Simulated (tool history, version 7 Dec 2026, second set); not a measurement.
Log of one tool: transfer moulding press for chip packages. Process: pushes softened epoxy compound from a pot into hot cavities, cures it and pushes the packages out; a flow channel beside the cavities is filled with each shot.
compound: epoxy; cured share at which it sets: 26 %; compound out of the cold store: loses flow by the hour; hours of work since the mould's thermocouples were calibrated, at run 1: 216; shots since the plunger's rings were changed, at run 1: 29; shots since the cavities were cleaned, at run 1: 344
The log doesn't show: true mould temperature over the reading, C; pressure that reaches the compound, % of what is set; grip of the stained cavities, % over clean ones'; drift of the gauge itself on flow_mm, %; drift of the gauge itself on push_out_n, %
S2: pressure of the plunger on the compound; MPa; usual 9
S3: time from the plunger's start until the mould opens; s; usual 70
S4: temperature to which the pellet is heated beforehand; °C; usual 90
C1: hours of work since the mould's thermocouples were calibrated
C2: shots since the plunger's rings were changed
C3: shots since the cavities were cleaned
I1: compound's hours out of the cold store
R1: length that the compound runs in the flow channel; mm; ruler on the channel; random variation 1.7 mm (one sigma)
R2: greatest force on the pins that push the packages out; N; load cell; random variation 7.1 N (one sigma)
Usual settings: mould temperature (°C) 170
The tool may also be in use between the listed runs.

run 1 hour=0 | mould_temperature_(°C)=170 S2=9 S3=70 S4=90 | C1=216 C2=29 C3=344 | I1=20.3 | R1=904 R2=441
run 2 hour=10.8 | mould_temperature_(°C)=170 S2=9 S3=70 S4=90 | C1=223 C2=198 C3=513 | I1=29.9 | R1=873 R2=469
-- hour=20 cavities cleaned with cleaning compound and waxed
run 3 hour=23.4 | mould_temperature_(°C)=170 S2=9 S3=70 S4=94 | C1=231 C2=371 C3=54 | I1=27 | R1=882 R2=529
run 4 hour=39.8 | mould_temperature_(°C)=170 S2=9 S3=92 S4=90 | C1=243 C2=628 C3=311 | I1=37.6 | R1=849 R2=416
-- hour=49.9 cavities cleaned with cleaning compound and waxed, once more
run 5 hour=58.4 | mould_temperature_(°C)=170 S2=9 S3=70 S4=90 | C1=255 C2=894 C3=133 | I1=30.1 | R1=864 R2=356
run 6 hour=71.4 | mould_temperature_(°C)=170 S2=9 S3=70 S4=92 | C1=264 C2=1097 C3=336 | I1=23.1 | R1=883 R2=413
run 7 hour=86.7 | mould_temperature_(°C)=173 S2=9 S3=70 S4=90 | C1=275 C2=1336 C3=575 | I1=31.5 | R1=848 R2=412
-- hour=92.3 cavities cleaned with cleaning compound and waxed
run 8 hour=97.3 | mould_temperature_(°C)=173 S2=9 S3=70 S4=90 | C1=281 C2=1477 C3=78 | I1=30.8 | R1=850 R2=284
run 9 hour=110.9 | mould_temperature_(°C)=172 S2=9 S3=70 S4=90 | C1=290 C2=1690 C3=291 | I1=10.8 | R1=912 R2=375
run 10 hour=121.8 | mould_temperature_(°C)=172 S2=9 S3=70 S4=90 | C1=298 C2=1860 C3=461 | I1=25.9 | R1=862 R2=403
-- hour=135.8 cavities cleaned with cleaning compound and waxed
run 11 hour=136.1 | mould_temperature_(°C)=169 S2=9 S3=70 S4=90 | C1=307 C2=2060 C3=5 | I1=10.9 | R1=918 R2=304
run 12 hour=145.7 | mould_temperature_(°C)=170 S2=9 S3=79 S4=90 | C1=314 C2=2210 C3=155 | I1=30 | R1=855 R2=306
run 13 hour=159.3 | mould_temperature_(°C)=170 S2=9 S3=70 S4=90 | C1=323 C2=2423 C3=368 | I1=40 | R1=828 R2=411
run 14 hour=172.5 | mould_temperature_(°C)=170 S2=9 S3=70 S4=90 | C1=333 C2=2629 C3=574 | I1=30.4 | R1=852 R2=466
-- hour=178.6 cavities cleaned with cleaning compound and waxed
run 15 hour=184.6 | mould_temperature_(°C)=170 S2=9 S3=70 S4=90 | C1=340 C2=2794 C3=94 | I1=38.8 | R1=829 R2=344
run 16 hour=192 | mould_temperature_(°C)=170 S2=9.72 S3=70 S4=90 | C1=345 C2=2910 C3=210 | I1=47.4 | R1=831 R2=377
-- hour=198.6 plunger's sealing rings changed
run 17 hour=205.3 | mould_temperature_(°C)=170 S2=9.72 S3=70 S4=90 | C1=353 C2=104 C3=378 | I1=9.7 | R1=972 R2=445
run 18 hour=216 | mould_temperature_(°C)=170 S2=9.84 S3=70 S4=90 | C1=360 C2=271 C3=545 | I1=34.4 | R1=898 R2=451
-- hour=223.1 cavities cleaned with cleaning compound and waxed
run 19 hour=230.8 | mould_temperature_(°C)=170 S2=9.84 S3=94 S4=91 | C1=370 C2=478 C3=119 | I1=46 | R1=863 R2=248
run 20 hour=240.8 | mould_temperature_(°C)=163 S2=8.4 S3=67 S4=87 | C1=377 C2=636 C3=277 | I1=36.4 | R1=847 R2=696
run 21 hour=253.7 | mould_temperature_(°C)=173 S2=9.54 S3=102 S4=90 | C1=386 C2=836 C3=477 | I1=31.5 | R1=878 R2=338
-- hour=265.8 cavities cleaned with cleaning compound and waxed
run 22 hour=272.3 | mould_temperature_(°C)=175 S2=7.43 S3=102 S4=86 | C1=398 C2=1104 C3=102 | I1=24.7 | R1=785 R2=244
run 23 hour=288.2 | mould_temperature_(°C)=164 S2=7.06 S3=96 S4=90 | C1=409 C2=1352 C3=350 | I1=10.9 | R1=837 R2=368
run 24 hour=295.3 | mould_temperature_(°C)=164 S2=7.06 S3=96 S4=90 | C1=414 C2=1463 C3=461 | I1=28.5 | R1=786 R2=385
-- hour=307.7 cavities cleaned with cleaning compound and waxed
run 25 hour=311.4 | mould_temperature_(°C)=164 S2=7.06 S3=96 S4=90 | C1=424 C2=1691 C3=58 | I1=13.5 | R1=827 R2=273
run 26 hour=320.1 | mould_temperature_(°C)=174 S2=9 S3=101 S4=90 | C1=430 C2=1826 C3=193 | I1=41.1 | R1=815 R2=281
run 27 hour=336.3 | mould_temperature_(°C)=170 S2=9 S3=101 S4=90 | C1=441 C2=2080 C3=447 | I1=34.8 | R1=845 R2=351
run 28 hour=347 | mould_temperature_(°C)=170 S2=9 S3=101 S4=90 | C1=449 C2=2247 C3=614 | I1=23.2 | R1=877 R2=354

Hidden state at the last listed run before each entry between runs and at the first one after, where it differs:
Between runs 2 and 3: cavities cleaned with cleaning compound and waxed (hour 20)
  true mould temperature over the reading, C: 0.32 -> 0.33; pressure that reaches the compound, % of what is set: 99.54 -> 99.26; grip of the stained cavities, % over clean ones': 64.5 -> 86.9
  measured less the result without the state, R1: -3 -> -4 mm; R2: +177 -> +242 N
Between runs 4 and 5: cavities cleaned with cleaning compound and waxed, once more (hour 49.9)
  true mould temperature over the reading, C: 0.34 -> 0.35; pressure that reaches the compound, % of what is set: 98.82 -> 98.37; grip of the stained cavities, % over clean ones': 91 -> 23.5
  measured less the result without the state, R1: -6 -> -9 mm; R2: +200 -> +62 N
Between runs 7 and 8: cavities cleaned with cleaning compound and waxed (hour 92.3)
  pressure that reaches the compound, % of what is set: 97.62 -> 97.37; grip of the stained cavities, % over clean ones': 65.4 -> 15.7
  measured less the result without the state, R1: -12 -> -12 mm; R2: +159 -> +36 N
Between runs 10 and 11: cavities cleaned with cleaning compound and waxed (hour 135.8)
  true mould temperature over the reading, C: 0.39 -> 0.4; pressure that reaches the compound, % of what is set: 96.69 -> 96.32; grip of the stained cavities, % over clean ones': 58.5 -> 3
  measured less the result without the state, R1: -16 -> -19 mm; R2: +145 -> +2 N
Between runs 14 and 15: cavities cleaned with cleaning compound and waxed (hour 178.6)
  true mould temperature over the reading, C: 0.42 -> 0.43; pressure that reaches the compound, % of what is set: 95.33 -> 95.02; grip of the stained cavities, % over clean ones': 64.6 -> 19
  measured less the result without the state, R1: -22 -> -23 mm; R2: +177 -> +47 N
Between runs 16 and 17: plunger's sealing rings changed (hour 198.6)
  true mould temperature over the reading, C: 0.43 -> 0.44; pressure that reaches the compound, % of what is set: 94.8 -> 99.67; grip of the stained cavities, % over clean ones': 34.2 -> 51.6
  measured less the result without the state, R1: -24 -> -3 mm; R2: +88 -> +144 N
Between runs 18 and 19: cavities cleaned with cleaning compound and waxed (hour 223.1)
  true mould temperature over the reading, C: 0.45 -> 0.46; pressure that reaches the compound, % of what is set: 99.36 -> 99.01; grip of the stained cavities, % over clean ones': 63.9 -> 18.9
  measured less the result without the state, R1: -5 -> -6 mm; R2: +168 -> +40 N
Between runs 21 and 22: cavities cleaned with cleaning compound and waxed (hour 265.8)
  true mould temperature over the reading, C: 0.47 -> 0.48; pressure that reaches the compound, % of what is set: 98.36 -> 97.87; grip of the stained cavities, % over clean ones': 57.7 -> 18.9
  measured less the result without the state, R1: -9 -> -10 mm; R2: +125 -> +39 N
Between runs 24 and 25: cavities cleaned with cleaning compound and waxed (hour 307.7)
  true mould temperature over the reading, C: 0.5 -> 0.51; pressure that reaches the compound, % of what is set: 97.28 -> 96.86; grip of the stained cavities, % over clean ones': 58.6 -> 12.3
  measured less the result without the state, R1: -13 -> -15 mm; R2: +141 -> +25 N

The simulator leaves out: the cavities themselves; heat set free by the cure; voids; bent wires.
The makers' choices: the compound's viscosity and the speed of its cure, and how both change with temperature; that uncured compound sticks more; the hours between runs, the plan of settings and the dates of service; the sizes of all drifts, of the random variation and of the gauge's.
